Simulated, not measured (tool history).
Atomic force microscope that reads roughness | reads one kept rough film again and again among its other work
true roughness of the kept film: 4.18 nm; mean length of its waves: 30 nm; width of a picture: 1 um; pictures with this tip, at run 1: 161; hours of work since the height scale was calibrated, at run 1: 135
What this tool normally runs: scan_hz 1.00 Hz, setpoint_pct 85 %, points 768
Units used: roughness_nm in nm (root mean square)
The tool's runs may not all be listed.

| run | hour | scan_hz | setpoint_pct | points | pictures with this tip | hours of work since the height scale was calibrated | roughness_nm |
|---|---|---|---|---|---|---|---|
| 1 | 0.0 | 1.00 | 85 | 768 | 161 | 135 | 2.871 |
| 2 | 22.2 | 1.00 | 85 | 768 | 183 | 147 | 2.817 |
| 3 | 52.3 | 1.00 | 85 | 768 | 214 | 164 | 2.747 |
| 4 | 81.9 | 1.00 | 85 | 768 | 244 | 180 | 2.694 |
| 5 | 110.0 | 1.00 | 59 | 768 | 273 | 195 | 2.878 |
| 6 | 133.7 | 1.00 | 85 | 768 | 297 | 208 | 2.607 |
| 7 | 159.2 | 3.46 | 85 | 768 | 323 | 222 | 2.012 |
| 8 | 181.1 | 3.46 | 85 | 768 | 345 | 234 | 1.972 |
| 9 | 201.1 | 3.46 | 85 | 768 | 365 | 245 | 1.957 |
|  | 210.9 | new tip fitted |
| 10 | 226.8 | 1.00 | 55 | 768 | 16 | 259 | 3.560 |
| 11 | 242.6 | 1.00 | 59 | 768 | 32 | 267 | 3.459 |
| 12 | 263.9 | 1.00 | 59 | 768 | 54 | 279 | 3.371 |
| 13 | 291.1 | 1.00 | 59 | 768 | 81 | 294 | 3.334 |
| 14 | 304.4 | 2.59 | 60 | 360 | 95 | 301 | 3.119 |
| 15 | 333.9 | 2.59 | 60 | 360 | 125 | 317 | 3.034 |
| 16 | 353.4 | 1.00 | 85 | 405 | 145 | 328 | 2.876 |
| 17 | 368.5 | 1.50 | 77 | 459 | 160 | 336 | 2.844 |
| 18 | 387.0 | 3.88 | 61 | 339 | 179 | 346 | 2.797 |
| 19 | 409.9 | 3.88 | 58 | 339 | 202 | 359 | 2.792 |
| 20 | 434.5 | 3.88 | 58 | 339 | 227 | 372 | 2.745 |
| 21 | 447.6 | 0.55 | 85 | 643 | 240 | 379 | 2.809 |
| 22 | 463.8 | 0.50 | 60 | 835 | 257 | 388 | 2.923 |

What will run 23 give?
| 23 | 482.8 | 1.06 | 58 | 599 | 276 | 399 | ? |

roughness_nm: 2.854 nm (root mean square)
With the hidden condition absent and the run-to-run variation left alone, this run would have shown roughness_nm 3.602 nm (root mean square).
